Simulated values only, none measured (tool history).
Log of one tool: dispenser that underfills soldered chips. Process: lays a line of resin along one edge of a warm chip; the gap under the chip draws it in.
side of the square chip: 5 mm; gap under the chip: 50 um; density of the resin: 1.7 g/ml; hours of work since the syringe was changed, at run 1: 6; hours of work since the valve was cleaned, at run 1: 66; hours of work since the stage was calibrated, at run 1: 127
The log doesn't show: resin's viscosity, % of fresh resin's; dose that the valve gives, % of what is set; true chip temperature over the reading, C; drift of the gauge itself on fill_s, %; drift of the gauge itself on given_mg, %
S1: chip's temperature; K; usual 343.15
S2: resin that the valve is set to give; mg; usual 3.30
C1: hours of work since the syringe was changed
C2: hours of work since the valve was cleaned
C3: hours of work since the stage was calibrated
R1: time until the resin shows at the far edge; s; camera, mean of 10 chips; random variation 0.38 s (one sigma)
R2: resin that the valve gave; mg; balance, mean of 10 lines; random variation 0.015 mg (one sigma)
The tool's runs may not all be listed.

Run 1, hour 0.0: usual settings; C1 6; C2 66; C3 127. Result: R1 36.4 s, R2 3.13 mg.
At hour 0.9: new syringe of resin.
Run 2, hour 6.9: usual settings but S2 3.39 mg; C1 4; C2 70; C3 131. Result: R1 30.1 s, R2 3.21 mg.
At hour 10.9: new syringe of resin.
Run 3, hour 12.9: usual settings but S2 3.39 mg; C1 1; C2 74; C3 135. Result: R1 24.7 s, R2 3.23 mg.
Run 4, hour 16.8: usual settings but S2 3.39 mg; C1 4; C2 76; C3 137. Result: R1 30.6 s, R2 3.21 mg.
At hour 20.8: new syringe of resin.
Run 5, hour 21.8: usual settings but S1 335.15 K; C1 1; C2 79; C3 140. Result: R1 32.7 s, R2 3.12 mg.
At hour 24.3: dispensing valve cleaned and set on the balance.
Run 6, hour 29.0: usual settings; C1 5; C2 3; C3 144. Result: R1 32.8 s, R2 3.28 mg.
At hour 31.7: new syringe of resin.
Run 7, hour 34.9: usual settings; C1 2; C2 7; C3 148. Result: R1 26.3 s, R2 3.29 mg.
At hour 41.5: new syringe of resin.
Run 8, hour 41.5: usual settings; C1 0; C2 11; C3 152. Result: R1 22.6 s, R2 3.27 mg.
Run 9, hour 46.2: usual settings; C1 3; C2 14; C3 155. Result: R1 28.4 s, R2 3.27 mg.

The next listed run, before its measurement:
Run 10, hour 49.2: usual settings; C1 5; C2 16; C3 157. Result: R1 ?, R2 ?.

R1: 32.6 s
R2: 3.26 mg
Without the tool's hidden state the same run would have given R1 23.0 s, R2 3.30 mg.

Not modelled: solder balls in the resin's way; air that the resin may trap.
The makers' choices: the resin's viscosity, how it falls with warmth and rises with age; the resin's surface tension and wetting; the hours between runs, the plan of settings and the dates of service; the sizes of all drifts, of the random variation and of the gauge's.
